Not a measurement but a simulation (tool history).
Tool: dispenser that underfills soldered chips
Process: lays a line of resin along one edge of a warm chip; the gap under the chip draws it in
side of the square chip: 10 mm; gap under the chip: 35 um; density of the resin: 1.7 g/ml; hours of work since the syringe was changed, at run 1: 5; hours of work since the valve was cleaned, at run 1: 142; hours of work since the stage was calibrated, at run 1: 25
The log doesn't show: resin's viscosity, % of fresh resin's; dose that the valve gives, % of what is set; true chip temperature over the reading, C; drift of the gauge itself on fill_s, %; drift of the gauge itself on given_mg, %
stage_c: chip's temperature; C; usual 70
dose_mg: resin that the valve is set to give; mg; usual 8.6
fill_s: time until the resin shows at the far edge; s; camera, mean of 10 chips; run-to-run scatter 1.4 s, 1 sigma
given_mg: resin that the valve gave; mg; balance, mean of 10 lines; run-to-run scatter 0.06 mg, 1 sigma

run	hour	stage_c	dose_mg	hours of work since the syringe was changed	hours of work since the valve was cleaned	hours of work since the stage was calibrated	fill_s	given_mg
1	0	70	8.6	5	142	25	176.5	7.4
2	7.2	70	8.6	10	147	30	205.8	7.47
# hour 8.3: new syringe of resin
# hour 10.1: dispensing valve cleaned and set on the balance
3	16.5	70	8.6	5	4	35	166.9	8.57
# hour 24.9: new syringe of resin
4	24.9	70	7.62	0	10	41	140.8	7.58
5	33	70	7.62	6	16	46	174.4	7.52
6	38.5	70	10.82	9	19	50	186.9	10.67
# hour 41: new syringe of resin
7	46.4	70	8.6	4	25	55	159.4	8.39
8	53.4	67	8.6	9	30	60	216.4	8.45
# hour 56.8: new syringe of resin
9	60.5	70	8.6	3	34	65	157	8.31
10	66.9	70	8.6	7	39	69	179.3	8.29
# hour 72.4: new syringe of resin
11	73.2	70	8.6	1	43	74	144.9	8.34
12	79.2	70	8.6	5	47	78	166.8	8.26
13	84.9	70	8.6	9	51	82	189.4	8.31
# hour 88.3: new syringe of resin
14	90.9	70	8.6	2	55	86	151.4	8.21
15	97.9	59	8.6	7	60	91	312.5	8.15
# hour 104.5: new syringe of resin
16	107.4	70	10.37	2	66	97	149.2	9.85
17	114.7	70	7.92	7	71	102	185.5	7.43
# hour 120.6: new syringe of resin
18	123.3	70	8.6	2	77	108	153.5	8.02
19	128.4	77	9.12	5	81	111	122.8	8.44
20	133	77	9.12	9	84	114	133	8.57
# hour 136.9: new syringe of resin
21	138	67	9.76	1	87	118	169	9.06
22	146.8	80	10.82	7	93	124	110	9.93
# hour 152.7: new syringe of resin
23	156	73	7.59	2	99	130	140.7	7
24	164.1	56	7.59	8	105	136	418.6	6.9
# hour 168.7: new syringe of resin
25	171.8	58	9.97	2	110	141	291.5	9.15
26	180.3	59	8.43	8	116	147	345.8	7.55
# hour 184.7: new syringe of resin
27	188.4	59	8.43	3	121	152	289.6	7.59
28	193.4	80	7.8	6	125	155	115.1	6.97
29	198.6	61	10.86	10	128	159	308.2	9.64
# hour 200.8: new syringe of resin
30	206.1	61	9.63	4	133	164	263.1	8.48
31	209.9	75	10.6	6	136	167	135.6	9.39
# hour 216.7: new syringe of resin
32	217.6	72	7.3	1	141	172	148.2	6.48
33	221.4	63	7.98	3	144	174	242.3	6.96
# hour 227.9: dispensing valve cleaned and set on the balance
34	230.4	84	7.98	9	2	180	100.1	7.91
# hour 233.9: new syringe of resin
35	234.8	84	7.98	1	5	183	76.5	7.91

Below are 4 alternative next runs, each starting from the tool's condition after run 35. Predict each:
A	241.9	68	9.95	6	10	188	?	?
B	241.9	81	8.6	6	10	188	?	?
C	241.9	77	11.02	6	10	188	?	?
D	241.9	76	10.58	6	10	188	?	?

run	fill_s	given_mg
A	187.9	9.84
B	102.5	8.55
C	120.8	10.9
D	127.9	10.39
Without the tool's hidden state the same runs would have given:
run	fill_s	given_mg
A	150.5	9.98
B	82.2	8.67
C	97	11.05
D	102.7	10.54

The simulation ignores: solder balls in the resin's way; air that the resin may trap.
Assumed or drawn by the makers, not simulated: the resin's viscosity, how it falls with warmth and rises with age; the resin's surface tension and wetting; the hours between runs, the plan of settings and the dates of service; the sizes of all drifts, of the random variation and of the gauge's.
